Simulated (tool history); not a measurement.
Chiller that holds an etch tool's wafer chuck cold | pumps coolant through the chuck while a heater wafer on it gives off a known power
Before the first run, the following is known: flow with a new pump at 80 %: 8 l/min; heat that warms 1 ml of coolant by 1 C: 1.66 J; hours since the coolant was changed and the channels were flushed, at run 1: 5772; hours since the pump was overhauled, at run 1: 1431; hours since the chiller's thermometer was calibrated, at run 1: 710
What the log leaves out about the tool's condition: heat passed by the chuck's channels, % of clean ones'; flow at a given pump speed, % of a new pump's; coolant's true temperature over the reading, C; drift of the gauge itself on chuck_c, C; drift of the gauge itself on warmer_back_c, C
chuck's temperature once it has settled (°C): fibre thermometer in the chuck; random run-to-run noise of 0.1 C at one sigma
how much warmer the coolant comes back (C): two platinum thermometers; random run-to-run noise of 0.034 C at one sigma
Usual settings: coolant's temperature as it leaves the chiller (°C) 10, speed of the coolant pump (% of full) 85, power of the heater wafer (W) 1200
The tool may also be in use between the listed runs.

| run | hour | coolant's temperature as it leaves the chiller (°C) | speed of the coolant pump (% of full) | power of the heater wafer (W) | hours since the coolant was changed and the channels were flushed | hours since the pump was overhauled | hours since the chiller's thermometer was calibrated | chuck's temperature once it has settled (°C) | how much warmer the coolant comes back (C) |
|---|---|---|---|---|---|---|---|---|---|
| 1 | 0.0 | 10 | 85 | 1200 | 5772 | 1431 | 710 | 20.7 | 5.15 |
| 2 | 27.6 | 10 | 86 | 1200 | 5800 | 1459 | 738 | 20.8 | 5.04 |
| 3 | 70.2 | 10 | 85 | 1200 | 5843 | 1502 | 780 | 20.7 | 5.17 |
| 4 | 97.6 | 10 | 85 | 1200 | 5870 | 1529 | 808 | 20.8 | 5.16 |
| 5 | 145.2 | 10 | 85 | 925 | 5918 | 1577 | 855 | 18.3 | 3.93 |
| 6 | 205.3 | 10 | 92 | 1200 | 5978 | 1637 | 915 | 20.2 | 4.74 |
| 7 | 249.4 | 14 | 92 | 1200 | 6022 | 1681 | 959 | 24.2 | 4.78 |
| 8 | 299.1 | 14 | 92 | 1200 | 6071 | 1730 | 1009 | 24.3 | 4.76 |
| 9 | 337.0 | 4 | 96 | 1198 | 6109 | 1768 | 1047 | 14.1 | 4.59 |
| 10 | 389.4 | 10 | 85 | 1175 | 6162 | 1821 | 1099 | 20.6 | 5.08 |
|  | 396.6 | chiller's thermometer calibrated |
| 11 | 436.7 | 9 | 74 | 958 | 6208 | 1867 | 40 | 18.7 | 4.77 |
| 12 | 485.3 | 10 | 72 | 614 | 6257 | 1916 | 89 | 16.4 | 3.13 |
| 13 | 520.2 | 10 | 85 | 1578 | 6292 | 1950 | 124 | 24.6 | 6.80 |
|  | 577.0 | chiller's thermometer calibrated, once more |
| 14 | 577.0 | 10 | 85 | 1578 | 6347 | 2006 | 0 | 24.3 | 6.81 |
| 15 | 612.1 | 10 | 85 | 1578 | 6382 | 2041 | 35 | 24.6 | 6.84 |

Below are 5 alternative next runs, each starting from the tool's condition after run 15. Predict each:
| A | 666.6 | 1 | 85 | 788 | 6437 | 2096 | 90 | ? | ? |
| B | 666.6 | 2 | 61 | 1184 | 6437 | 2096 | 90 | ? | ? |
| C | 666.6 | 10 | 79 | 830 | 6437 | 2096 | 90 | ? | ? |
| D | 666.6 | 0 | 96 | 1539 | 6437 | 2096 | 90 | ? | ? |
| E | 666.6 | 18 | 85 | 1186 | 6437 | 2096 | 90 | ? | ? |

| run | chuck's temperature once it has settled (°C) | how much warmer the coolant comes back (C) |
|---|---|---|
| A | 8.1 | 3.40 |
| B | 15.5 | 7.19 |
| C | 18.0 | 3.89 |
| D | 13.0 | 5.89 |
| E | 28.7 | 5.08 |
With no hidden state in the tool, these same runs would have given:
| run | chuck's temperature once it has settled (°C) | how much warmer the coolant comes back (C) |
|---|---|---|
| A | 7.3 | 3.33 |
| B | 14.0 | 7.04 |
| C | 17.1 | 3.81 |
| D | 11.5 | 5.76 |
| E | 27.5 | 4.97 |

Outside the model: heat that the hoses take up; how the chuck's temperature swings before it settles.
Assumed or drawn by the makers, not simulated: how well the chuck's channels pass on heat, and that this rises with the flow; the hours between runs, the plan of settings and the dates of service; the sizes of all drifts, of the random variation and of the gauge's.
